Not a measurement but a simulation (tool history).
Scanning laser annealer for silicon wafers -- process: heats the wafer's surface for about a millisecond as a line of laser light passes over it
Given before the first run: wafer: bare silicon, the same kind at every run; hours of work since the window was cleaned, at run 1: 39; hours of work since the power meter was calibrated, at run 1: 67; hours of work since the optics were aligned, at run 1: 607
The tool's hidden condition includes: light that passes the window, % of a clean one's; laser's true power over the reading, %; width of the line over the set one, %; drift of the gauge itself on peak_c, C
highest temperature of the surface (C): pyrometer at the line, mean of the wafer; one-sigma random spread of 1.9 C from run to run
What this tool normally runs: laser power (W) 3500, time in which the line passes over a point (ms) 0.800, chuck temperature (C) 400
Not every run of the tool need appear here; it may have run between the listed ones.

run   hour  laser power (W)  time in which the line passes over a point (ms)  chuck temperature (C)  hours of work since the window was cleaned  hours of work since the power meter was calibrated  hours of work since the optics were aligned  highest temperature of the surface (C)
  1    0.0             3500                                            0.800                    400                                          39                                                  67                                          607                                    1106
  2   11.3             3500                                            0.800                    400                                          44                                                  72                                          612                                    1106
  3   21.9             3500                                            0.800                    365                                          49                                                  77                                          618                                    1070
  4   37.4             3500                                            0.800                    365                                          56                                                  85                                          625                                    1069
  5   47.4             3500                                            0.800                    400                                          61                                                  89                                          630                                    1109
  6   54.7             3500                                            0.800                    400                                          64                                                  93                                          633                                    1108
  7   66.5             3500                                            0.800                    400                                          70                                                  98                                          639                                    1106
  8   76.0             3500                                            0.800                    380                                          75                                                 103                                          643                                    1082
  9   88.7             3500                                            0.826                    400                                          80                                                 109                                          649                                    1114
 10  103.8             3500                                            0.800                    400                                          88                                                 116                                          656                                    1102
 11  116.9             3386                                            0.800                    400                                          94                                                 122                                          662                                    1080
 12  129.7             3386                                            0.800                    363                                         100                                                 128                                          669                                    1043
 13  146.2             3386                                            0.800                    363                                         108                                                 136                                          676                                    1040
 14  161.8             3386                                            0.800                    363                                         115                                                 144                                          684                                    1041
 15  174.0             3598                                            0.800                    363                                         121                                                 149                                          689                                    1085
 16  181.1             3598                                            0.800                    363                                         124                                                 153                                          693                                    1081
 17  191.5             3371                                            0.800                    363                                         129                                                 158                                          698                                    1038
 18  207.8             3371                                            0.800                    363                                         137                                                 165                                          705                                    1036
 19  216.8             3371                                            0.800                    363                                         141                                                 170                                          710                                    1038
 20  226.7             3371                                            0.800                    363                                         146                                                 174                                          714                                    1035
 21  236.3             3153                                            0.608                    403                                         150                                                 179                                          719                                     944
 22  244.1             3153                                            0.608                    403                                         154                                                 182                                          723                                     946
 23  254.9             3153                                            0.608                    403                                         159                                                 188                                          728                                     947
 24  271.4             3712                                            0.743                    366                                         167                                                 195                                          736                                    1073
 25  279.6             3712                                            0.743                    366                                         171                                                 199                                          739                                    1071
     296.0  -- optics aligned, line set to its width
 26  299.5             2987                                            0.743                    387                                         178                                                 206                                            2                                     965
 27  312.4             2987                                            0.743                    435                                         184                                                 212                                            8                                    1012
 28  328.7             3013                                            0.636                    391                                         192                                                 220                                           15                                     925
 29  338.5             3013                                            0.636                    391                                         196                                                 225                                           20                                     927
 30  354.9             3155                                            0.860                    410                                         204                                                 233                                           28                                    1068
 31  363.1             3155                                            0.860                    410                                         208                                                 236                                           32                                    1063
 32  370.5             3500                                            0.720                    395                                         211                                                 240                                           35                                    1053
 33  386.2             3711                                            0.720                    395                                         219                                                 247                                           43                                    1092
 34  394.6             3768                                            0.814                    395                                         223                                                 251                                           47                                    1152
 35  403.9             3776                                            0.612                    376                                         227                                                 256                                           51                                    1029
 36  412.7             3776                                            0.612                    376                                         231                                                 260                                           55                                    1027
 37  423.7             3776                                            0.659                    381                                         237                                                 265                                           60                                    1058
 38  434.0             3028                                            0.952                    364                                         242                                                 270                                           65                                    1031
 39  447.9             3329                                            0.747                    363                                         248                                                 277                                           72                                    1001
 40  462.6             3329                                            0.747                    363                                         255                                                 283                                           79                                    1000

Per-run results on a tool with no hidden state, each run keeping its own random variation:
run  highest temperature of the surface (C)
  1                                    1114
  2                                    1114
  3                                    1078
  4                                    1078
  5                                    1118
  6                                    1117
  7                                    1115
  8                                    1093
  9                                    1125
 10                                    1113
 11                                    1091
 12                                    1054
 13                                    1052
 14                                    1054
 15                                    1099
 16                                    1095
 17                                    1051
 18                                    1050
 19                                    1052
 20                                    1050
 21                                     956
 22                                     958
 23                                     960
 24                                    1090
 25                                    1088
 26                                     975
 27                                    1022
 28                                     935
 29                                     937
 30                                    1081
 31                                    1076
 32                                    1067
 33                                    1108
 34                                    1169
 35                                    1044
 36                                    1042
 37                                    1074
 38                                    1047
 39                                    1017
 40                                    1017
